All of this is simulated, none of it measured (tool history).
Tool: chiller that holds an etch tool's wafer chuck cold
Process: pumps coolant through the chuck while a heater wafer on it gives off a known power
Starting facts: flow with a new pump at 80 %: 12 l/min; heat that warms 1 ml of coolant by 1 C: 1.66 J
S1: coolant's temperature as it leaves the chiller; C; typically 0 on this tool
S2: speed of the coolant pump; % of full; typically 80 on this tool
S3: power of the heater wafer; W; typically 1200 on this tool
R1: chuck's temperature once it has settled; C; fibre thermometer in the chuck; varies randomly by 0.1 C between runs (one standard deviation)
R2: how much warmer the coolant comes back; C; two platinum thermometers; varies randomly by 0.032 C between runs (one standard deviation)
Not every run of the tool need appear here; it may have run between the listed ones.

run,hour,S1,S2,S3,R1,R2
1,0.0,0,80,1200,8.1,3.61
2,97.2,10,80,1200,18.3,3.66
3,234.4,10,80,1200,18.2,3.69
4,320.8,10,80,1200,18.1,3.67
5,384.5,0,80,1200,8.2,3.67
6,470.1,0,80,878,5.9,2.82
7,578.4,7,80,1200,15.1,3.82
8,637.5,0,80,1200,8.1,3.83
9,780.2,0,80,1200,8.0,3.92
10,906.7,0,80,1200,8.1,3.90
11,974.1,0,70,1200,9.2,4.53
12,1071.3,0,70,1200,9.3,4.56
13,1151.4,0,70,1200,9.2,4.61
# hour 1183.4: gauge calibrated
14,1257.2,6,80,1200,14.2,3.72
15,1383.9,0,80,920,6.3,2.84
16,1463.6,0,80,1200,8.1,3.76
17,1547.2,9,93,1652,18.9,4.33
18,1666.5,-2,81,1316,6.8,4.02
19,1736.6,-2,81,1316,6.9,4.13
20,1832.3,-2,81,650,2.3,2.11
21,1894.7,-2,81,650,2.4,2.16
# hour 2037.2: chiller's thermometer calibrated
22,2038.2,-3,81,650,1.3,2.24
23,2168.2,5,91,697,9.2,2.20
24,2298.2,-10,78,1177,-1.7,4.03
25,2394.7,3,80,1177,11.1,3.99
26,2480.7,10,78,910,16.4,3.27
27,2539.2,-1,64,706,5.0,3.20
28,2683.3,-1,64,706,4.8,3.20
29,2787.0,-1,64,706,5.0,3.30
30,2869.7,-1,64,706,4.7,3.32
31,2933.1,0,61,1200,10.2,5.53

What if the next run were any one of these 3? Each begins from the tool's condition after run 31:
A,3050.5,0,80,993,?,?
B,3050.5,0,79,1200,?,?
C,3050.5,-3,67,1168,?,?

run,R1,R2
A,6.7,3.55
B,8.1,4.31
C,6.2,4.94
Take away the tool's hidden state, keep each run's random variation, and the runs would have read:
run,R1,R2
A,6.6,2.92
B,8.0,3.69
C,6.2,4.31
